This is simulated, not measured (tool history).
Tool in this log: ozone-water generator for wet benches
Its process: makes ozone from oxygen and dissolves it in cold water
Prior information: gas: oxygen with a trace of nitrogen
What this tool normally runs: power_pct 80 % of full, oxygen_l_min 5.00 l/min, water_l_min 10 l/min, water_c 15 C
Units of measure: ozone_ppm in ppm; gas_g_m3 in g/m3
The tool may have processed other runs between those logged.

| run | hour | power_pct | oxygen_l_min | water_l_min | water_c | ozone_ppm | gas_g_m3 |
|---|---|---|---|---|---|---|---|
| 1 | 0.0 | 80 | 5.00 | 10 | 15 | 23.7 | 183.7 |
| 2 | 124.6 | 80 | 5.00 | 10 | 15 | 23.9 | 182.3 |
| 3 | 299.1 | 80 | 5.00 | 10 | 15 | 23.9 | 181.6 |
|  | 439.4 | water thermometer calibrated |
| 4 | 439.8 | 80 | 5.00 | 10 | 15 | 24.0 | 182.6 |
| 5 | 608.7 | 80 | 2.58 | 10 | 15 | 26.1 | 276.8 |
| 6 | 812.3 | 40 | 2.50 | 15 | 22 | 10.1 | 165.3 |
| 7 | 945.0 | 40 | 2.50 | 8 | 8 | 20.1 | 164.0 |
| 8 | 1142.1 | 40 | 2.50 | 8 | 8 | 20.3 | 163.2 |
| 9 | 1345.7 | 40 | 2.50 | 8 | 8 | 20.1 | 163.1 |

Estimate the outcome of run 10 from the log above:
| 10 | 1544.0 | 80 | 3.29 | 10 | 22 | ? | ? |

ozone_ppm: 23.1 ppm
gas_g_m3: 234.7 g/m3
With no hidden state in the tool, this same run would have given ozone_ppm 23.1 ppm, gas_g_m3 237.2 g/m3.
